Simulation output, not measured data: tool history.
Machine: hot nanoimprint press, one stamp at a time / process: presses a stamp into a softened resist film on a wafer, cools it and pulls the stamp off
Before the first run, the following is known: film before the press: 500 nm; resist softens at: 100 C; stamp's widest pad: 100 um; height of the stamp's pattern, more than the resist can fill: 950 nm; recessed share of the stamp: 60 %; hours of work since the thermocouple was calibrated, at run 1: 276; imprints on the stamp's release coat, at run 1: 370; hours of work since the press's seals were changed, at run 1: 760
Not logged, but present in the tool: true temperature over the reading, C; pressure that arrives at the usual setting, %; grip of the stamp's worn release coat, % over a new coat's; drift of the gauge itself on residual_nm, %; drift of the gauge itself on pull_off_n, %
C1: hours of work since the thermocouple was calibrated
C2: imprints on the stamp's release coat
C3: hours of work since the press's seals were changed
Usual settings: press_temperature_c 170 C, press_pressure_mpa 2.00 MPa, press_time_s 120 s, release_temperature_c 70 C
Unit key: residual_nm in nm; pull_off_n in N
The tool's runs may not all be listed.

{"run": 1, "day": 0.0, "press_temperature_c": 170, "press_pressure_mpa": 2.0, "press_time_s": 120, "release_temperature_c": 70, "C1": 276, "C2": 370, "C3": 760, "residual_nm": 269.8, "pull_off_n": 222}
{"run": 2, "day": 1.2, "press_temperature_c": 171, "press_pressure_mpa": 2.0, "press_time_s": 120, "release_temperature_c": 70, "C1": 296, "C2": 526, "C3": 780, "residual_nm": 260.8, "pull_off_n": 226}
{"run": 3, "day": 2.025, "press_temperature_c": 171, "press_pressure_mpa": 2.0, "press_time_s": 120, "release_temperature_c": 70, "C1": 310, "C2": 633, "C3": 794, "residual_nm": 260.6, "pull_off_n": 233}
{"day": 2.346, "done": "stamp cleaned and given a new release coat"}
{"day": 3.304, "done": "press's hydraulic seals changed and the load cell set to zero"}
{"run": 4, "day": 3.438, "press_temperature_c": 171, "press_pressure_mpa": 2.0, "press_time_s": 120, "release_temperature_c": 70, "C1": 324, "C2": 98, "C3": 2, "residual_nm": 256.0, "pull_off_n": 207}
{"run": 5, "day": 4.296, "press_temperature_c": 171, "press_pressure_mpa": 2.0, "press_time_s": 120, "release_temperature_c": 70, "C1": 339, "C2": 209, "C3": 17, "residual_nm": 255.9, "pull_off_n": 212}
{"run": 6, "day": 4.85, "press_temperature_c": 170, "press_pressure_mpa": 2.47, "press_time_s": 120, "release_temperature_c": 70, "C1": 348, "C2": 281, "C3": 26, "residual_nm": 236.2, "pull_off_n": 211}
{"run": 7, "day": 5.746, "press_temperature_c": 170, "press_pressure_mpa": 2.0, "press_time_s": 120, "release_temperature_c": 70, "C1": 363, "C2": 397, "C3": 41, "residual_nm": 265.0, "pull_off_n": 221}
{"run": 8, "day": 6.288, "press_temperature_c": 170, "press_pressure_mpa": 2.0, "press_time_s": 120, "release_temperature_c": 70, "C1": 373, "C2": 467, "C3": 51, "residual_nm": 264.0, "pull_off_n": 218}
{"run": 9, "day": 6.829, "press_temperature_c": 170, "press_pressure_mpa": 2.0, "press_time_s": 149, "release_temperature_c": 70, "C1": 382, "C2": 537, "C3": 60, "residual_nm": 247.1, "pull_off_n": 227}
{"day": 7.854, "done": "stamp cleaned and given a new release coat"}
{"run": 10, "day": 8.262, "press_temperature_c": 170, "press_pressure_mpa": 2.0, "press_time_s": 120, "release_temperature_c": 70, "C1": 402, "C2": 52, "C3": 80, "residual_nm": 264.3, "pull_off_n": 206}
{"day": 9.529, "done": "plate thermocouple calibrated"}
{"run": 11, "day": 9.667, "press_temperature_c": 170, "press_pressure_mpa": 2.0, "press_time_s": 120, "release_temperature_c": 70, "C1": 2, "C2": 218, "C3": 101, "residual_nm": 259.8, "pull_off_n": 211}
{"run": 12, "day": 10.3, "press_temperature_c": 170, "press_pressure_mpa": 2.0, "press_time_s": 120, "release_temperature_c": 70, "C1": 13, "C2": 300, "C3": 112, "residual_nm": 260.0, "pull_off_n": 214}
{"run": 13, "day": 11.492, "press_temperature_c": 170, "press_pressure_mpa": 2.0, "press_time_s": 120, "release_temperature_c": 60, "C1": 33, "C2": 455, "C3": 132, "residual_nm": 259.7, "pull_off_n": 271}
{"day": 11.912, "done": "plate thermocouple calibrated, once more"}
{"run": 14, "day": 12.85, "press_temperature_c": 178, "press_pressure_mpa": 2.0, "press_time_s": 120, "release_temperature_c": 70, "C1": 16, "C2": 615, "C3": 153, "residual_nm": 204.4, "pull_off_n": 231}
{"day": 13.267, "done": "stamp cleaned and given a new release coat"}
{"run": 15, "day": 13.783, "press_temperature_c": 178, "press_pressure_mpa": 2.0, "press_time_s": 120, "release_temperature_c": 70, "C1": 27, "C2": 67, "C3": 165, "residual_nm": 204.0, "pull_off_n": 209}
{"run": 16, "day": 14.346, "press_temperature_c": 179, "press_pressure_mpa": 2.64, "press_time_s": 116, "release_temperature_c": 62, "C1": 37, "C2": 140, "C3": 174, "residual_nm": 168.8, "pull_off_n": 259}
{"run": 17, "day": 15.083, "press_temperature_c": 167, "press_pressure_mpa": 2.11, "press_time_s": 76, "release_temperature_c": 58, "C1": 49, "C2": 235, "C3": 187, "residual_nm": 329.5, "pull_off_n": 280}
{"run": 18, "day": 16.271, "press_temperature_c": 170, "press_pressure_mpa": 2.0, "press_time_s": 118, "release_temperature_c": 69, "C1": 70, "C2": 389, "C3": 207, "residual_nm": 270.0, "pull_off_n": 226}
{"run": 19, "day": 17.317, "press_temperature_c": 170, "press_pressure_mpa": 2.0, "press_time_s": 98, "release_temperature_c": 63, "C1": 87, "C2": 525, "C3": 225, "residual_nm": 284.4, "pull_off_n": 268}
{"day": 18.433, "done": "stamp cleaned and given a new release coat"}
{"run": 20, "day": 18.692, "press_temperature_c": 170, "press_pressure_mpa": 2.0, "press_time_s": 195, "release_temperature_c": 67, "C1": 106, "C2": 33, "C3": 244, "residual_nm": 231.4, "pull_off_n": 224}
{"run": 21, "day": 19.425, "press_temperature_c": 162, "press_pressure_mpa": 2.99, "press_time_s": 229, "release_temperature_c": 57, "C1": 119, "C2": 129, "C3": 256, "residual_nm": 241.5, "pull_off_n": 277}
{"run": 22, "day": 20.704, "press_temperature_c": 162, "press_pressure_mpa": 2.99, "press_time_s": 229, "release_temperature_c": 57, "C1": 140, "C2": 294, "C3": 278, "residual_nm": 241.9, "pull_off_n": 289}
{"run": 23, "day": 21.971, "press_temperature_c": 162, "press_pressure_mpa": 3.13, "press_time_s": 229, "release_temperature_c": 57, "C1": 162, "C2": 458, "C3": 299, "residual_nm": 235.3, "pull_off_n": 304}
{"run": 24, "day": 23.096, "press_temperature_c": 162, "press_pressure_mpa": 1.85, "press_time_s": 229, "release_temperature_c": 76, "C1": 181, "C2": 604, "C3": 318, "residual_nm": 308.4, "pull_off_n": 196}
{"day": 23.65, "done": "stamp cleaned and given a new release coat"}
{"run": 25, "day": 24.646, "press_temperature_c": 162, "press_pressure_mpa": 1.85, "press_time_s": 229, "release_temperature_c": 76, "C1": 203, "C2": 129, "C3": 340, "residual_nm": 306.6, "pull_off_n": 181}
{"run": 26, "day": 25.346, "press_temperature_c": 179, "press_pressure_mpa": 3.15, "press_time_s": 229, "release_temperature_c": 72, "C1": 215, "C2": 220, "C3": 352, "residual_nm": 118.3, "pull_off_n": 204}
{"run": 27, "day": 26.4, "press_temperature_c": 168, "press_pressure_mpa": 2.76, "press_time_s": 120, "release_temperature_c": 70, "C1": 233, "C2": 357, "C3": 370, "residual_nm": 242.3, "pull_off_n": 218}
{"run": 28, "day": 27.0, "press_temperature_c": 170, "press_pressure_mpa": 1.98, "press_time_s": 156, "release_temperature_c": 70, "C1": 243, "C2": 434, "C3": 380, "residual_nm": 247.5, "pull_off_n": 222}
{"run": 29, "day": 28.204, "press_temperature_c": 170, "press_pressure_mpa": 1.98, "press_time_s": 156, "release_temperature_c": 70, "C1": 263, "C2": 590, "C3": 401, "residual_nm": 246.8, "pull_off_n": 233}

Predict each of these 3 candidate next runs independently; none follows another, all start after run 29:
{"day": 28.829, "done": "stamp cleaned and given a new release coat"}
{"run": "A", "day": 29.629, "press_temperature_c": 170, "press_pressure_mpa": 1.94, "press_time_s": 169, "release_temperature_c": 75, "C1": 283, "C2": 103, "C3": 421, "residual_nm": "?", "pull_off_n": "?"}
{"day": 28.829, "done": "stamp cleaned and given a new release coat"}
{"run": "B", "day": 29.629, "press_temperature_c": 170, "press_pressure_mpa": 1.29, "press_time_s": 144, "release_temperature_c": 66, "C1": 283, "C2": 103, "C3": 421, "residual_nm": "?", "pull_off_n": "?"}
{"day": 28.829, "done": "stamp cleaned and given a new release coat"}
{"run": "C", "day": 29.629, "press_temperature_c": 172, "press_pressure_mpa": 2.0, "press_time_s": 120, "release_temperature_c": 70, "C1": 283, "C2": 103, "C3": 421, "residual_nm": "?", "pull_off_n": "?"}

run=A residual_nm=244.7 pull_off_n=184
run=B residual_nm=313.4 pull_off_n=229
run=C residual_nm=248.7 pull_off_n=206
Without the tool's unlogged condition, the same runs would have read:
run=A residual_nm=248.5 pull_off_n=183
run=B residual_nm=317.5 pull_off_n=227
run=C residual_nm=252.4 pull_off_n=205

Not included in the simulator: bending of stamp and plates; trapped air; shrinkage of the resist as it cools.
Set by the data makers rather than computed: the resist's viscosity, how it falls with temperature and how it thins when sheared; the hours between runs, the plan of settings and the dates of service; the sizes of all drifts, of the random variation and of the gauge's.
